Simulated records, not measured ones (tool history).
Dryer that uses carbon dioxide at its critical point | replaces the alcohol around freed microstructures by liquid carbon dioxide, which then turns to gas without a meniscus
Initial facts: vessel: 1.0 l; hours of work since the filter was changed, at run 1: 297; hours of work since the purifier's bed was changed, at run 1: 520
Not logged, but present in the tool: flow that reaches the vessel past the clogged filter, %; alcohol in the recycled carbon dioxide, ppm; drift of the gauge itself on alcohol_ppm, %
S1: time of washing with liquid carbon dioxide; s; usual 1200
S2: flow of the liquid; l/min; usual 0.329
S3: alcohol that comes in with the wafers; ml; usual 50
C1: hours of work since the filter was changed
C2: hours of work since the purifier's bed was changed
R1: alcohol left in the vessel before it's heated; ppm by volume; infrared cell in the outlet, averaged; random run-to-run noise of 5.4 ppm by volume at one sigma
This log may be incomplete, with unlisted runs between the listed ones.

Run 1, hour 0: usual settings; C1 297; C2 520. Result: R1 309 ppm by volume.
Run 2, hour 13.5: usual settings; C1 303; C2 527. Result: R1 299 ppm by volume.
Run 3, hour 38.2: usual settings; C1 316; C2 539. Result: R1 310 ppm by volume.
Run 4, hour 67.9: usual settings; C1 330; C2 554. Result: R1 305 ppm by volume.
Run 5, hour 93.1: usual settings; C1 343; C2 566. Result: R1 314 ppm by volume.
Run 6, hour 113.9: usual settings; C1 353; C2 577. Result: R1 321 ppm by volume.
Run 7, hour 134.4: usual settings but S3 42 ml; C1 364; C2 587. Result: R1 294 ppm by volume.

What will run 8 give?
Run 8, hour 152.3: usual settings but S1 1920 s, S2 0.242 l/min, S3 42 ml; C1 373; C2 596. Result: R1 ?.

{"run 8": {"R1": 163}}
Were there no unlogged condition in the tool, this run, its random variation unchanged, would have produced R1 40 ppm by volume.

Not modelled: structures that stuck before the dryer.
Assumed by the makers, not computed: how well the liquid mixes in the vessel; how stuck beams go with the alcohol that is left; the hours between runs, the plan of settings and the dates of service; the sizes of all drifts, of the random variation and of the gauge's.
